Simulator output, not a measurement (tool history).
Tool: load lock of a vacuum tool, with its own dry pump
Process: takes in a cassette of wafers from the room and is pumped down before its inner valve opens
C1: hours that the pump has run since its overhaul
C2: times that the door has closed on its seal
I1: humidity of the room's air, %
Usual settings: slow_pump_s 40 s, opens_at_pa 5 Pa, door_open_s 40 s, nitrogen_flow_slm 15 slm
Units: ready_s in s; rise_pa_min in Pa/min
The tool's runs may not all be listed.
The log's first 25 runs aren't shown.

At hour 5374.1: dry pump taken out, an overhauled one fitted.
Run 26, hour 5505.1: usual settings but slow_pump_s 30 s, opens_at_pa 8 Pa; C1 131; C2 13221; I1 47.3. Result: ready_s 58.4 s, rise_pa_min 0.073 Pa/min.
Run 27, hour 5722.7: usual settings but slow_pump_s 30 s, opens_at_pa 7 Pa; C1 349; C2 13593; I1 45.1. Result: ready_s 58.2 s, rise_pa_min 0.074 Pa/min.
Run 28, hour 5947.2: usual settings but slow_pump_s 37 s, opens_at_pa 7 Pa, nitrogen_flow_slm 14 slm; C1 573; C2 13977; I1 45.6. Result: ready_s 63.8 s, rise_pa_min 0.083 Pa/min.
Run 29, hour 6200.5: usual settings but slow_pump_s 37 s, opens_at_pa 7 Pa, door_open_s 25 s, nitrogen_flow_slm 5 slm; C1 826; C2 14410; I1 45.4. Result: ready_s 64.9 s, rise_pa_min 0.092 Pa/min.
Run 30, hour 6434.9: usual settings but slow_pump_s 37 s, door_open_s 234 s, nitrogen_flow_slm 34 slm; C1 1061; C2 14811; I1 45.2. Result: ready_s 66.5 s, rise_pa_min 0.092 Pa/min.
Run 31, hour 6567.4: usual settings but door_open_s 160 s; C1 1193; C2 15038; I1 44.3. Result: ready_s 69.4 s, rise_pa_min 0.114 Pa/min.
Run 32, hour 6845.2: usual settings but door_open_s 152 s; C1 1471; C2 15513; I1 45.2. Result: ready_s 70 s, rise_pa_min 0.122 Pa/min.
Run 33, hour 7028.4: usual settings but slow_pump_s 73 s, nitrogen_flow_slm 33 slm; C1 1654; C2 15827; I1 45.4. Result: ready_s 94.9 s, rise_pa_min 0.068 Pa/min.
Run 34, hour 7159: usual settings but opens_at_pa 8 Pa, door_open_s 48 s; C1 1785; C2 16050; I1 42.5. Result: ready_s 67.6 s, rise_pa_min 0.087 Pa/min.
Run 35, hour 7474.7: usual settings but opens_at_pa 8 Pa, door_open_s 48 s; C1 2101; C2 16590; I1 47.4. Result: ready_s 67.3 s, rise_pa_min 0.087 Pa/min.
Run 36, hour 7638.2: usual settings but slow_pump_s 24 s, opens_at_pa 6 Pa, door_open_s 119 s, nitrogen_flow_slm 7 slm; C1 2264; C2 16870; I1 44.2. Result: ready_s 55.7 s, rise_pa_min 0.137 Pa/min.
Run 37, hour 7927.2: usual settings but slow_pump_s 24 s, opens_at_pa 6 Pa, door_open_s 119 s, nitrogen_flow_slm 7 slm; C1 2553; C2 17364; I1 44.9. Result: ready_s 55.5 s, rise_pa_min 0.142 Pa/min.

Forecast each of these 3 alternatives for the next run:
Run A, hour 8197.5: usual settings but slow_pump_s 24 s, opens_at_pa 6 Pa, door_open_s 119 s, nitrogen_flow_slm 17 slm; C1 2823; C2 17827; I1 41.5. Result: ready_s ?, rise_pa_min ?.
Run B, hour 8197.5: usual settings but slow_pump_s 50 s, opens_at_pa 7 Pa, door_open_s 67 s; C1 2823; C2 17827; I1 44. Result: ready_s ?, rise_pa_min ?.
Run C, hour 8197.5: usual settings but slow_pump_s 37 s, door_open_s 110 s, nitrogen_flow_slm 26 slm; C1 2823; C2 17827; I1 44.6. Result: ready_s ?, rise_pa_min ?.

run  ready_s  rise_pa_min
  A     55.4        0.107
  B     76.4        0.103
  C     67.4        0.093
Without the tool's hidden state the same runs would have given:
run  ready_s  rise_pa_min
  A     54.6        0.061
  B     75.7        0.057
  C     66.6         0.05
